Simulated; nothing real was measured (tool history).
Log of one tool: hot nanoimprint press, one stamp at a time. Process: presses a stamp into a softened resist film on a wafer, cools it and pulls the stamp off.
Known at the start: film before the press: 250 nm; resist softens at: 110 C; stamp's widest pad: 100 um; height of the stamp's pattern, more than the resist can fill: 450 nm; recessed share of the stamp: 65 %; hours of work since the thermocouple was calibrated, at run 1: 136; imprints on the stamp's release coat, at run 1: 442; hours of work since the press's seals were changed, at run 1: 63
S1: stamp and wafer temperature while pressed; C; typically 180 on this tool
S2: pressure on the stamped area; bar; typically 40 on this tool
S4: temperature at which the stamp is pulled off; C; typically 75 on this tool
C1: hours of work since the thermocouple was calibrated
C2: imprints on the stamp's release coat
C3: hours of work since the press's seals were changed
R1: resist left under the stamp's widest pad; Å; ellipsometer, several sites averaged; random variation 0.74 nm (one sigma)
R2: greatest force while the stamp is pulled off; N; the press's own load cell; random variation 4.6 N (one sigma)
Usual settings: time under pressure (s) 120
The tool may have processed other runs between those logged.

Run 1, hour 0: usual settings; C1 136; C2 442; C3 63. Result: R1 923 Å, R2 258 N.
Run 2, hour 79: usual settings; C1 183; C2 775; C3 111. Result: R1 934 Å, R2 276 N.
At hour 118.4: stamp cleaned and given a new release coat.
Run 3, hour 156.1: usual settings but S1 190 C; C1 226; C2 159; C3 154. Result: R1 660 Å, R2 239 N.
Run 4, hour 221.2: usual settings but S1 190 C; C1 265; C2 433; C3 193. Result: R1 655 Å, R2 245 N.
Run 5, hour 296.6: usual settings but S1 190 C; C1 311; C2 751; C3 238. Result: R1 656 Å, R2 269 N.
At hour 340.3: stamp cleaned and given a new release coat.
Run 6, hour 341.6: usual settings but S1 190 C; C1 334; C2 6; C3 262. Result: R1 680 Å, R2 222 N.
Run 7, hour 422.9: usual settings but S1 190 C; C1 383; C2 349; C3 311. Result: R1 662 Å, R2 264 N.
Run 8, hour 462.7: usual settings but S1 190 C; C1 407; C2 517; C3 335. Result: R1 671 Å, R2 271 N.
Run 9, hour 517.7: usual settings but S1 190 C; C1 441; C2 749; C3 368. Result: R1 684 Å, R2 271 N.
At hour 552.6: plate thermocouple calibrated.
At hour 563.9: stamp cleaned and given a new release coat.
Run 10, hour 577.4: usual settings but S1 190 C; C1 11; C2 57; C3 399. Result: R1 627 Å, R2 232 N.
Run 11, hour 655.8: usual settings but S1 169 C; C1 59; C2 387; C3 446. Result: R1 1431 Å, R2 250 N.
Run 12, hour 738.2: usual settings but S1 169 C; C1 108; C2 735; C3 495. Result: R1 1439 Å, R2 275 N.
At hour 789.3: stamp cleaned and given a new release coat.
Run 13, hour 812.4: usual settings but S1 169 C; C1 149; C2 98; C3 537. Result: R1 1461 Å, R2 236 N.
Run 14, hour 866: usual settings but time under pressure (s) 116; C1 182; C2 324; C3 569. Result: R1 958 Å, R2 248 N.
Run 15, hour 912.3: usual settings but S1 190 C, S2 35.6 bar, time under pressure (s) 157; C1 210; C2 519; C3 597. Result: R1 630 Å, R2 258 N.
Run 16, hour 982: usual settings but S1 190 C, S2 35.6 bar, time under pressure (s) 157; C1 252; C2 813; C3 639. Result: R1 641 Å, R2 274 N.
At hour 1013: stamp cleaned and given a new release coat.
Run 17, hour 1038: usual settings but S1 190 C, S2 44 bar, time under pressure (s) 157; C1 282; C2 106; C3 669. Result: R1 581 Å, R2 229 N.
Run 18, hour 1100.8: usual settings but time under pressure (s) 72, S4 72 C; C1 320; C2 371; C3 707. Result: R1 1175 Å, R2 262 N.
Run 19, hour 1175.1: usual settings but S1 172 C, S2 54.1 bar, time under pressure (s) 80, S4 65 C; C1 364; C2 685; C3 752. Result: R1 1351 Å, R2 295 N.
Run 20, hour 1219.4: usual settings but S1 172 C, S2 54.1 bar, time under pressure (s) 80, S4 65 C; C1 391; C2 871; C3 778. Result: R1 1345 Å, R2 295 N.
At hour 1232.5: stamp cleaned and given a new release coat.
Run 21, hour 1311.8: usual settings but S1 179 C, S2 27.5 bar, time under pressure (s) 181; C1 443; C2 335; C3 830. Result: R1 1114 Å, R2 246 N.
At hour 1342.5: plate thermocouple calibrated.
Run 22, hour 1379.5: usual settings but S1 169 C, S2 27.5 bar, time under pressure (s) 181; C1 22; C2 607; C3 869. Result: R1 1470 Å, R2 263 N.
Run 23, hour 1425.4: usual settings but S1 190 C, S2 43 bar, time under pressure (s) 100; C1 50; C2 801; C3 897. Result: R1 656 Å, R2 269 N.
At hour 1457.4: stamp cleaned and given a new release coat.
Run 24, hour 1520.7: usual settings but S1 190 C, S2 43 bar, time under pressure (s) 100; C1 104; C2 267; C3 951. Result: R1 655 Å, R2 241 N.
Run 25, hour 1570.6: usual settings but S1 179 C, S2 46.3 bar; C1 134; C2 478; C3 981. Result: R1 916 Å, R2 251 N.
At hour 1612.1: press's hydraulic seals changed and the load cell set to zero.
Run 26, hour 1660.9: usual settings but S1 179 C, S2 49.1 bar, time under pressure (s) 210; C1 184; C2 825; C3 29. Result: R1 690 Å, R2 275 N.
At hour 1686.6: stamp cleaned and given a new release coat.
Run 27, hour 1757.5: usual settings but S2 25.7 bar, time under pressure (s) 89; C1 238; C2 299; C3 84. Result: R1 1312 Å, R2 256 N.
Run 28, hour 1843.4: usual settings but S1 171 C, S2 64 bar; C1 290; C2 661; C3 136. Result: R1 1087 Å, R2 261 N.

The logged runs with the hidden state left out (each run's random variation unchanged):
Hidden conditions of the tool in this case: true temperature over the reading, C; pressure that arrives at the usual setting, %; grip of the stamp's worn release coat, % over a new coat's; drift of the gauge itself on residual_nm, %; drift of the gauge itself on pull_off_n, %.
run    R1   R2
  1   898  229
  2   898  225
  3   632  227
  4   622  216
  5   617  219
  6   638  219
  7   613  237
  8   618  233
  9   626  220
 10   619  229
 11  1402  225
 12  1395  227
 13  1405  228
 14   911  226
 15   597  223
 16   604  220
 17   541  221
 18  1088  235
 19  1227  244
 20  1215  233
 21  1010  222
 22  1467  225
 23   641  220
 24   632  224
 25   876  220
 26   675  222
 27  1276  235
 28  1035  218
